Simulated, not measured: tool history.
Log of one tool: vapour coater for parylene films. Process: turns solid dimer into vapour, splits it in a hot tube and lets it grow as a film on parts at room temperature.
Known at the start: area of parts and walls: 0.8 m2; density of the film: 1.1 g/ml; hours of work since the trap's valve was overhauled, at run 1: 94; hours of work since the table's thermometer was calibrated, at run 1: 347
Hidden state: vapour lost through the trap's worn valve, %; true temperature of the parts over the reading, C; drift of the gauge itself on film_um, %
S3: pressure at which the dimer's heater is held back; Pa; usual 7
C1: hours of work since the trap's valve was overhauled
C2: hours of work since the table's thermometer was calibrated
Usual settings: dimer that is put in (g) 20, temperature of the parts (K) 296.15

run 1 hour=0 | dimer_that_is_put_in_(g)=20 temperature_of_the_parts_(K)=296.15 S3=7 | C1=94 C2=347 | thickness_of_the_film_(µm)=14.98
run 2 hour=36.3 | dimer_that_is_put_in_(g)=20 temperature_of_the_parts_(K)=296.15 S3=2.5 | C1=125 C2=378 | thickness_of_the_film_(µm)=18.55
run 3 hour=63.7 | dimer_that_is_put_in_(g)=20 temperature_of_the_parts_(K)=296.15 S3=2.5 | C1=149 C2=401 | thickness_of_the_film_(µm)=17.92
run 4 hour=104.1 | dimer_that_is_put_in_(g)=20 temperature_of_the_parts_(K)=296.15 S3=2.5 | C1=183 C2=435 | thickness_of_the_film_(µm)=17.74
run 5 hour=139.3 | dimer_that_is_put_in_(g)=20 temperature_of_the_parts_(K)=296.15 S3=2.5 | C1=213 C2=465 | thickness_of_the_film_(µm)=17.63
-- hour=152 trap's valve overhauled
run 6 hour=173.9 | dimer_that_is_put_in_(g)=20 temperature_of_the_parts_(K)=296.15 S3=2.5 | C1=19 C2=491 | thickness_of_the_film_(µm)=19.59
run 7 hour=201.7 | dimer_that_is_put_in_(g)=20 temperature_of_the_parts_(K)=296.15 S3=2.5 | C1=42 C2=515 | thickness_of_the_film_(µm)=19.34
run 8 hour=226.4 | dimer_that_is_put_in_(g)=20 temperature_of_the_parts_(K)=296.15 S3=2.5 | C1=63 C2=536 | thickness_of_the_film_(µm)=18.85
run 9 hour=260.5 | dimer_that_is_put_in_(g)=20 temperature_of_the_parts_(K)=296.15 S3=2.5 | C1=92 C2=565 | thickness_of_the_film_(µm)=18.61
run 10 hour=294.8 | dimer_that_is_put_in_(g)=15 temperature_of_the_parts_(K)=296.15 S3=7 | C1=121 C2=594 | thickness_of_the_film_(µm)=10.8
run 11 hour=327.5 | dimer_that_is_put_in_(g)=20 temperature_of_the_parts_(K)=296.15 S3=7 | C1=149 C2=622 | thickness_of_the_film_(µm)=14.49
run 12 hour=355.5 | dimer_that_is_put_in_(g)=11 temperature_of_the_parts_(K)=296.15 S3=7 | C1=173 C2=646 | thickness_of_the_film_(µm)=7.94
run 13 hour=386.8 | dimer_that_is_put_in_(g)=11 temperature_of_the_parts_(K)=296.15 S3=7 | C1=200 C2=672 | thickness_of_the_film_(µm)=7.68
-- hour=416.3 trap's valve overhauled
run 14 hour=431 | dimer_that_is_put_in_(g)=11 temperature_of_the_parts_(K)=296.15 S3=7 | C1=12 C2=707 | thickness_of_the_film_(µm)=8.44
run 15 hour=452 | dimer_that_is_put_in_(g)=11 temperature_of_the_parts_(K)=296.15 S3=7 | C1=30 C2=724 | thickness_of_the_film_(µm)=8.19
run 16 hour=472.4 | dimer_that_is_put_in_(g)=20 temperature_of_the_parts_(K)=296.15 S3=7 | C1=48 C2=742 | thickness_of_the_film_(µm)=14.99
run 17 hour=515.8 | dimer_that_is_put_in_(g)=20 temperature_of_the_parts_(K)=296.15 S3=7 | C1=85 C2=779 | thickness_of_the_film_(µm)=14.76
run 18 hour=533.4 | dimer_that_is_put_in_(g)=20 temperature_of_the_parts_(K)=296.15 S3=7 | C1=100 C2=794 | thickness_of_the_film_(µm)=14.56
run 19 hour=573.7 | dimer_that_is_put_in_(g)=20 temperature_of_the_parts_(K)=296.15 S3=7 | C1=134 C2=828 | thickness_of_the_film_(µm)=14.47
run 20 hour=615.4 | dimer_that_is_put_in_(g)=20 temperature_of_the_parts_(K)=296.15 S3=7 | C1=169 C2=863 | thickness_of_the_film_(µm)=13.93
run 21 hour=643.9 | dimer_that_is_put_in_(g)=20 temperature_of_the_parts_(K)=296.15 S3=7 | C1=194 C2=888 | thickness_of_the_film_(µm)=13.74
run 22 hour=671.2 | dimer_that_is_put_in_(g)=23 temperature_of_the_parts_(K)=305.15 S3=3.62 | C1=217 C2=911 | thickness_of_the_film_(µm)=12.27
-- hour=678.8 trap's valve overhauled
run 23 hour=699.1 | dimer_that_is_put_in_(g)=23 temperature_of_the_parts_(K)=305.15 S3=3.62 | C1=17 C2=931 | thickness_of_the_film_(µm)=13.77
run 24 hour=727.9 | dimer_that_is_put_in_(g)=23 temperature_of_the_parts_(K)=305.15 S3=3.62 | C1=42 C2=956 | thickness_of_the_film_(µm)=13.46
run 25 hour=761.1 | dimer_that_is_put_in_(g)=12 temperature_of_the_parts_(K)=296.15 S3=7 | C1=70 C2=984 | thickness_of_the_film_(µm)=8.88
-- hour=775.9 table's thermometer calibrated
run 26 hour=782 | dimer_that_is_put_in_(g)=20 temperature_of_the_parts_(K)=296.15 S3=3.15 | C1=87 C2=5 | thickness_of_the_film_(µm)=18.03
run 27 hour=814.4 | dimer_that_is_put_in_(g)=13 temperature_of_the_parts_(K)=296.15 S3=3.03 | C1=115 C2=33 | thickness_of_the_film_(µm)=11.64
run 28 hour=840.7 | dimer_that_is_put_in_(g)=15 temperature_of_the_parts_(K)=296.15 S3=7 | C1=137 C2=55 | thickness_of_the_film_(µm)=10.9
run 29 hour=875.3 | dimer_that_is_put_in_(g)=23 temperature_of_the_parts_(K)=294.15 S3=10.87 | C1=166 C2=85 | thickness_of_the_film_(µm)=16.63
run 30 hour=910.1 | dimer_that_is_put_in_(g)=27 temperature_of_the_parts_(K)=294.15 S3=6.33 | C1=196 C2=114 | thickness_of_the_film_(µm)=21.66
-- hour=943.5 trap's valve overhauled
run 31 hour=949.6 | dimer_that_is_put_in_(g)=27 temperature_of_the_parts_(K)=294.15 S3=6.33 | C1=5 C2=144 | thickness_of_the_film_(µm)=23.83
run 32 hour=974.9 | dimer_that_is_put_in_(g)=31 temperature_of_the_parts_(K)=288.15 S3=7 | C1=27 C2=166 | thickness_of_the_film_(µm)=34.09
run 33 hour=1003 | dimer_that_is_put_in_(g)=11 temperature_of_the_parts_(K)=288.15 S3=10.09 | C1=51 C2=190 | thickness_of_the_film_(µm)=11.18
run 34 hour=1024.3 | dimer_that_is_put_in_(g)=35 temperature_of_the_parts_(K)=297.15 S3=7.05 | C1=69 C2=208 | thickness_of_the_film_(µm)=25.69
run 35 hour=1052.8 | dimer_that_is_put_in_(g)=8 temperature_of_the_parts_(K)=299.15 S3=11.54 | C1=93 C2=232 | thickness_of_the_film_(µm)=4.7
run 36 hour=1077.6 | dimer_that_is_put_in_(g)=8 temperature_of_the_parts_(K)=299.15 S3=8.3 | C1=114 C2=253 | thickness_of_the_film_(µm)=4.92
run 37 hour=1111.1 | dimer_that_is_put_in_(g)=11 temperature_of_the_parts_(K)=301.15 S3=5.86 | C1=143 C2=282 | thickness_of_the_film_(µm)=6.73
run 38 hour=1150.2 | dimer_that_is_put_in_(g)=15 temperature_of_the_parts_(K)=301.15 S3=5.86 | C1=176 C2=315 | thickness_of_the_film_(µm)=8.99
run 39 hour=1187.4 | dimer_that_is_put_in_(g)=20 temperature_of_the_parts_(K)=290.15 S3=5.82 | C1=208 C2=347 | thickness_of_the_film_(µm)=19.03
-- hour=1205.1 trap's valve overhauled
run 40 hour=1224.3 | dimer_that_is_put_in_(g)=20 temperature_of_the_parts_(K)=290.15 S3=5.82 | C1=16 C2=375 | thickness_of_the_film_(µm)=20.86

How the hidden state differs across the entries between the runs, from the last listed run before each to the first after it:
Between runs 5 and 6: trap's valve overhauled (hour 152)
  vapour lost through the trap's worn valve, %: 10.9 -> 1; true temperature of the parts over the reading, C: 0.37 -> 0.39
  measured less the result without the state, thickness of the film (µm): -2.48 -> -0.55
Between runs 13 and 14: trap's valve overhauled (hour 416.3)
  vapour lost through the trap's worn valve, %: 9.6 -> 1.5; true temperature of the parts over the reading, C: 0.55 -> 0.58
  measured less the result without the state, thickness of the film (µm): -1.03 -> -0.35
Between runs 22 and 23: trap's valve overhauled (hour 678.8)
  vapour lost through the trap's worn valve, %: 11.1 -> 1.3; true temperature of the parts over the reading, C: 0.75 -> 0.77
  measured less the result without the state, thickness of the film (µm): -2 -> -0.67
Between runs 25 and 26: table's thermometer calibrated (hour 775.9)
  vapour lost through the trap's worn valve, %: 3.9 -> 4.6; true temperature of the parts over the reading, C: 0.81 -> 0.14
  measured less the result without the state, thickness of the film (µm): -0.7 -> -0.99
Between runs 30 and 31: trap's valve overhauled (hour 943.5)
  vapour lost through the trap's worn valve, %: 9.7 -> 0.4; true temperature of the parts over the reading, C: 0.24 -> 0.26
  measured less the result without the state, thickness of the film (µm): -2.6 -> -0.37
Between runs 39 and 40: trap's valve overhauled (hour 1205.1)
  vapour lost through the trap's worn valve, %: 10.2 -> 1.2; true temperature of the parts over the reading, C: 0.43 -> 0.46
  measured less the result without the state, thickness of the film (µm): -2.58 -> -0.68
